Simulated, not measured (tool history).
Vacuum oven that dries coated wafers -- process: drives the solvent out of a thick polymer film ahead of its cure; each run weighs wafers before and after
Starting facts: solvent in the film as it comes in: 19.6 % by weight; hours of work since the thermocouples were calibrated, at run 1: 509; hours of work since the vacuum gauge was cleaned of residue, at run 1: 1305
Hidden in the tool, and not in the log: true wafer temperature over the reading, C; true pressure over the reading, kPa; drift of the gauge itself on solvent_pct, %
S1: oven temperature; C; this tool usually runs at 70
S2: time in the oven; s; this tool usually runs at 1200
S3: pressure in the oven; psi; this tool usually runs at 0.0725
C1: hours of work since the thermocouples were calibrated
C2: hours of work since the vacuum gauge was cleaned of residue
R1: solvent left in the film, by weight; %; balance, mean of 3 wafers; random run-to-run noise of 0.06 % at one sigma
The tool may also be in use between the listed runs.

run	hour	S1	S2	S3	C1	C2	R1
1	0.0	70	1200	0.0725	509	1305	3.65
2	61.0	70	1200	0.0725	545	1341	3.64
3	99.2	70	1020	0.0725	568	1364	4.54
4	134.3	70	1020	0.0725	588	1385	4.65
5	173.1	70	1200	0.0725	611	1408	3.70
6	246.3	74	1200	0.0725	655	1451	2.21
7	287.4	70	1200	0.0429	679	1475	3.70
8	366.8	70	1200	0.0429	726	1522	3.85
9	444.1	70	1200	0.0429	771	1568	3.71
10	506.5	70	1200	0.0429	808	1604	3.71
# hour 512.1: oven's thermocouples calibrated
11	560.6	70	1200	0.0429	29	1635	3.95
12	595.6	70	1200	0.0806	49	1656	4.13
13	680.3	70	600	0.1062	99	1706	8.15
14	736.3	70	1320	0.0725	132	1739	3.72
15	792.2	63	2100	0.0725	165	1772	4.50
16	852.3	67	2100	0.0725	201	1807	2.87
17	916.8	70	2160	0.0725	239	1845	1.72
# hour 969.9: oven's thermocouples calibrated, once more
18	984.6	63	1140	0.0725	9	1884	7.40
19	1024.9	63	1140	0.0725	32	1908	7.53
20	1104.0	70	960	0.2833	79	1955	5.46
21	1167.0	61	1740	0.0564	116	1992	6.08
22	1231.5	61	1740	0.0564	154	2030	6.20

Below are 5 alternative next runs, each starting from the tool's condition after run 22. Predict each:
A	1267.1	69	1740	0.1463	175	2051	?
B	1267.1	71	1740	0.1849	175	2051	?
C	1267.1	60	1080	0.0564	175	2051	?
D	1267.1	65	1680	0.2419	175	2051	?
E	1267.1	70	780	0.1762	175	2051	?

run	R1
A	2.84
B	2.16
C	9.07
D	5.09
E	6.42
With the hidden condition removed and each run's random variation left untouched, the same runs would have given:
run	R1
A	2.31
B	1.67
C	8.55
D	4.48
E	5.96
